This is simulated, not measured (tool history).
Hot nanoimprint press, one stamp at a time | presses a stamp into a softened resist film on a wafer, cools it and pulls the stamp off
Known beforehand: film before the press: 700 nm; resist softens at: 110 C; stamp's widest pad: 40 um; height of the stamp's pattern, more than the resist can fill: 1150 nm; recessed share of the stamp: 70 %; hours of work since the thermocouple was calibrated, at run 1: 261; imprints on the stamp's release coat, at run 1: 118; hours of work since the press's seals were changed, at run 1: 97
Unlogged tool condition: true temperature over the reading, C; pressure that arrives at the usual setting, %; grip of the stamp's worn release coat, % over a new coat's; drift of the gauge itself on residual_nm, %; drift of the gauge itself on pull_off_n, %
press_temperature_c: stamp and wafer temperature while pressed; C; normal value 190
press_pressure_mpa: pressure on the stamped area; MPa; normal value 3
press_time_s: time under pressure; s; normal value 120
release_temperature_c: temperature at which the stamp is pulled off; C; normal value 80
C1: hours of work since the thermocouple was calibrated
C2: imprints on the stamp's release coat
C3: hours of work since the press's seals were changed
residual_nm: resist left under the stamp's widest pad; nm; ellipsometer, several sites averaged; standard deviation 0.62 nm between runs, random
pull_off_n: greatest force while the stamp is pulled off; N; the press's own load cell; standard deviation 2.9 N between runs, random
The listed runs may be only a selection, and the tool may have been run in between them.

{"run": 1, "hour": 0.0, "press_temperature_c": 190, "press_pressure_mpa": 3, "press_time_s": 120, "release_temperature_c": 80, "C1": 261, "C2": 118, "C3": 97, "residual_nm": 360.1, "pull_off_n": 137}
{"run": 2, "hour": 23.7, "press_temperature_c": 190, "press_pressure_mpa": 3, "press_time_s": 120, "release_temperature_c": 80, "C1": 272, "C2": 199, "C3": 107, "residual_nm": 360.5, "pull_off_n": 134}
{"run": 3, "hour": 44.5, "press_temperature_c": 190, "press_pressure_mpa": 3, "press_time_s": 120, "release_temperature_c": 80, "C1": 281, "C2": 270, "C3": 117, "residual_nm": 359.4, "pull_off_n": 135}
{"run": 4, "hour": 57.8, "press_temperature_c": 190, "press_pressure_mpa": 3, "press_time_s": 69, "release_temperature_c": 80, "C1": 287, "C2": 315, "C3": 122, "residual_nm": 424.7, "pull_off_n": 136}
{"run": 5, "hour": 76.2, "press_temperature_c": 190, "press_pressure_mpa": 3, "press_time_s": 120, "release_temperature_c": 80, "C1": 295, "C2": 378, "C3": 131, "residual_nm": 358.4, "pull_off_n": 135}
{"run": 6, "hour": 89.2, "press_temperature_c": 190, "press_pressure_mpa": 3, "press_time_s": 120, "release_temperature_c": 80, "C1": 301, "C2": 422, "C3": 136, "residual_nm": 358.9, "pull_off_n": 137}
{"run": 7, "hour": 101.8, "press_temperature_c": 190, "press_pressure_mpa": 3, "press_time_s": 120, "release_temperature_c": 80, "C1": 306, "C2": 465, "C3": 142, "residual_nm": 357.8, "pull_off_n": 130}
{"run": 8, "hour": 116.7, "press_temperature_c": 190, "press_pressure_mpa": 3, "press_time_s": 69, "release_temperature_c": 80, "C1": 313, "C2": 516, "C3": 148, "residual_nm": 422.8, "pull_off_n": 133}
{"run": 9, "hour": 130.2, "press_temperature_c": 190, "press_pressure_mpa": 3, "press_time_s": 69, "release_temperature_c": 80, "C1": 319, "C2": 561, "C3": 154, "residual_nm": 421.6, "pull_off_n": 138}
{"run": 10, "hour": 140.3, "press_temperature_c": 190, "press_pressure_mpa": 3, "press_time_s": 69, "release_temperature_c": 80, "C1": 323, "C2": 596, "C3": 159, "residual_nm": 421.1, "pull_off_n": 136}
{"run": 11, "hour": 156.7, "press_temperature_c": 190, "press_pressure_mpa": 3, "press_time_s": 69, "release_temperature_c": 80, "C1": 330, "C2": 652, "C3": 166, "residual_nm": 421.7, "pull_off_n": 139}
{"run": 12, "hour": 170.3, "press_temperature_c": 190, "press_pressure_mpa": 3, "press_time_s": 69, "release_temperature_c": 80, "C1": 336, "C2": 698, "C3": 172, "residual_nm": 421.3, "pull_off_n": 139}
{"run": 13, "hour": 188.6, "press_temperature_c": 190, "press_pressure_mpa": 3, "press_time_s": 69, "release_temperature_c": 80, "C1": 344, "C2": 760, "C3": 180, "residual_nm": 420.8, "pull_off_n": 131}
{"run": 14, "hour": 209.1, "press_temperature_c": 190, "press_pressure_mpa": 3, "press_time_s": 113, "release_temperature_c": 80, "C1": 354, "C2": 830, "C3": 189, "residual_nm": 361.5, "pull_off_n": 134}
{"run": 15, "hour": 233.1, "press_temperature_c": 190, "press_pressure_mpa": 3, "press_time_s": 125, "release_temperature_c": 80, "C1": 364, "C2": 912, "C3": 200, "residual_nm": 350.4, "pull_off_n": 131}
{"run": 16, "hour": 246.1, "press_temperature_c": 190, "press_pressure_mpa": 2.27, "press_time_s": 120, "release_temperature_c": 80, "C1": 370, "C2": 956, "C3": 206, "residual_nm": 405.2, "pull_off_n": 138}
{"run": 17, "hour": 269.0, "press_temperature_c": 190, "press_pressure_mpa": 2.27, "press_time_s": 120, "release_temperature_c": 80, "C1": 380, "C2": 1034, "C3": 216, "residual_nm": 406.3, "pull_off_n": 136}
{"run": 18, "hour": 281.2, "press_temperature_c": 199, "press_pressure_mpa": 3.18, "press_time_s": 199, "release_temperature_c": 75, "C1": 385, "C2": 1076, "C3": 221, "residual_nm": 210.7, "pull_off_n": 153}
{"run": 19, "hour": 303.5, "press_temperature_c": 199, "press_pressure_mpa": 3.18, "press_time_s": 199, "release_temperature_c": 75, "C1": 395, "C2": 1152, "C3": 231, "residual_nm": 210.8, "pull_off_n": 151}
{"hour": 322.3, "done": "plate thermocouple calibrated"}
{"run": 20, "hour": 324.8, "press_temperature_c": 179, "press_pressure_mpa": 3.13, "press_time_s": 137, "release_temperature_c": 77, "C1": 1, "C2": 1214, "C3": 239, "residual_nm": 470.7, "pull_off_n": 150}
{"run": 21, "hour": 345.8, "press_temperature_c": 190, "press_pressure_mpa": 3.43, "press_time_s": 69, "release_temperature_c": 80, "C1": 10, "C2": 1286, "C3": 248, "residual_nm": 392.6, "pull_off_n": 136}
{"run": 22, "hour": 367.4, "press_temperature_c": 190, "press_pressure_mpa": 3.43, "press_time_s": 69, "release_temperature_c": 80, "C1": 20, "C2": 1359, "C3": 258, "residual_nm": 392.1, "pull_off_n": 134}
{"run": 23, "hour": 383.9, "press_temperature_c": 190, "press_pressure_mpa": 4.4, "press_time_s": 112, "release_temperature_c": 85, "C1": 27, "C2": 1415, "C3": 265, "residual_nm": 296, "pull_off_n": 120}
{"hour": 399.4, "done": "gauge calibrated"}
{"run": 24, "hour": 408.0, "press_temperature_c": 190, "press_pressure_mpa": 4.4, "press_time_s": 112, "release_temperature_c": 85, "C1": 38, "C2": 1497, "C3": 276, "residual_nm": 301.7, "pull_off_n": 116}
{"run": 25, "hour": 427.0, "press_temperature_c": 190, "press_pressure_mpa": 4.4, "press_time_s": 112, "release_temperature_c": 85, "C1": 46, "C2": 1562, "C3": 284, "residual_nm": 301.6, "pull_off_n": 124}
{"hour": 456.7, "done": "stamp cleaned and given a new release coat"}
{"run": 26, "hour": 458.1, "press_temperature_c": 190, "press_pressure_mpa": 3, "press_time_s": 120, "release_temperature_c": 78, "C1": 57, "C2": 5, "C3": 295, "residual_nm": 360.3, "pull_off_n": 141}
{"run": 27, "hour": 474.2, "press_temperature_c": 190, "press_pressure_mpa": 3, "press_time_s": 120, "release_temperature_c": 78, "C1": 65, "C2": 60, "C3": 303, "residual_nm": 359.2, "pull_off_n": 141}
{"run": 28, "hour": 497.8, "press_temperature_c": 190, "press_pressure_mpa": 3, "press_time_s": 120, "release_temperature_c": 78, "C1": 75, "C2": 140, "C3": 313, "residual_nm": 357.9, "pull_off_n": 139}

Predict the results of run 29:
{"run": 29, "hour": 512.4, "press_temperature_c": 198, "press_pressure_mpa": 2.15, "press_time_s": 130, "release_temperature_c": 80, "C1": 81, "C2": 190, "C3": 319, "residual_nm": "?", "pull_off_n": "?"}

{"run 29": {"residual_nm": 320.1, "pull_off_n": 140}}
On a tool with no hidden condition, and with the same random variation, this run would have come out at residual_nm 322.3 nm, pull_off_n 140 N.
